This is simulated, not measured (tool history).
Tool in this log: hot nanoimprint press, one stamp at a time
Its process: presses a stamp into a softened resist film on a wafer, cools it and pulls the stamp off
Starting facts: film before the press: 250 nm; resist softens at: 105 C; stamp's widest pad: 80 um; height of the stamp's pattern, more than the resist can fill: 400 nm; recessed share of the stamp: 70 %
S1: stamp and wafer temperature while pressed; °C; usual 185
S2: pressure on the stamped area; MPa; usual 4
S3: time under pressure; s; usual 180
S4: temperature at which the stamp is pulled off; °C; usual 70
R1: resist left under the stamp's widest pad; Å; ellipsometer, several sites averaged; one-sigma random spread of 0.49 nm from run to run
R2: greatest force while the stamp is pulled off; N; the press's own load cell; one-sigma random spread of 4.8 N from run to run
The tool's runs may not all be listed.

| run | hour | S1 | S2 | S3 | S4 | R1 | R2 |
|---|---|---|---|---|---|---|---|
| 1 | 0 | 185 | 4 | 180 | 70 | 1315 | 265 |
| 2 | 18.4 | 185 | 4 | 180 | 78 | 1320 | 220 |
| 3 | 52.3 | 185 | 4 | 180 | 78 | 1312 | 234 |
|  | 85 | press's hydraulic seals changed and the load cell set to zero |
| 4 | 85 | 185 | 4 | 180 | 70 | 1296 | 265 |
| 5 | 120.6 | 185 | 4.6 | 180 | 70 | 1224 | 265 |
| 6 | 153.7 | 185 | 4 | 180 | 70 | 1292 | 275 |
| 7 | 178 | 185 | 4 | 180 | 72 | 1293 | 263 |
|  | 213.7 | stamp cleaned and given a new release coat |
| 8 | 217 | 185 | 4 | 180 | 72 | 1275 | 226 |
| 9 | 235.9 | 185 | 4 | 180 | 72 | 1285 | 221 |
| 10 | 265.4 | 185 | 4.65 | 180 | 70 | 1205 | 236 |
| 11 | 296.9 | 185 | 4.65 | 180 | 70 | 1209 | 240 |
| 12 | 326.4 | 178 | 4.65 | 180 | 70 | 1472 | 231 |
| 13 | 348.6 | 178 | 4.65 | 180 | 70 | 1469 | 243 |
| 14 | 392.1 | 185 | 4 | 217 | 70 | 1192 | 239 |
| 15 | 432.7 | 197 | 4 | 217 | 70 | 842 | 255 |
| 16 | 454.2 | 176 | 4.31 | 166 | 58 | 1625 | 303 |
|  | 460.1 | plate thermocouple calibrated |
| 17 | 499.2 | 176 | 4.31 | 291 | 75 | 1348 | 223 |
| 18 | 537.9 | 177 | 4.31 | 286 | 75 | 1317 | 227 |
| 19 | 557.7 | 185 | 2.64 | 180 | 70 | 1482 | 243 |
| 20 | 600.3 | 185 | 4 | 324 | 77 | 1002 | 221 |
| 21 | 626 | 185 | 4 | 324 | 77 | 1008 | 226 |
|  | 646.9 | plate thermocouple calibrated, once more |
| 22 | 660.2 | 196 | 4 | 180 | 67 | 966 | 265 |
| 23 | 694.1 | 176 | 4 | 180 | 55 | 1659 | 329 |
| 24 | 728.5 | 176 | 4 | 180 | 55 | 1660 | 340 |
| 25 | 757.4 | 189 | 4.79 | 262 | 71 | 923 | 272 |
| 26 | 786.5 | 192 | 4.62 | 262 | 71 | 860 | 272 |
| 27 | 808 | 192 | 4.62 | 262 | 71 | 856 | 266 |
| 28 | 840.5 | 192 | 4.62 | 262 | 71 | 860 | 263 |
| 29 | 861.6 | 185 | 5.64 | 180 | 70 | 1121 | 269 |
|  | 907.8 | stamp cleaned and given a new release coat |
| 30 | 911.8 | 185 | 3.15 | 180 | 70 | 1424 | 240 |

Forecast each of these 3 alternatives for the next run:
| A | 936.1 | 185 | 4 | 180 | 69 | ? | ? |
| B | 936.1 | 195 | 4.22 | 180 | 70 | ? | ? |
| C | 936.1 | 174 | 4.98 | 180 | 70 | ? | ? |

| run | R1 | R2 |
|---|---|---|
| A | 1293 | 237 |
| B | 957 | 227 |
| C | 1611 | 235 |
With no hidden state in the tool, these same runs would have given:
| run | R1 | R2 |
|---|---|---|
| A | 1301 | 238 |
| B | 961 | 227 |
| C | 1620 | 236 |
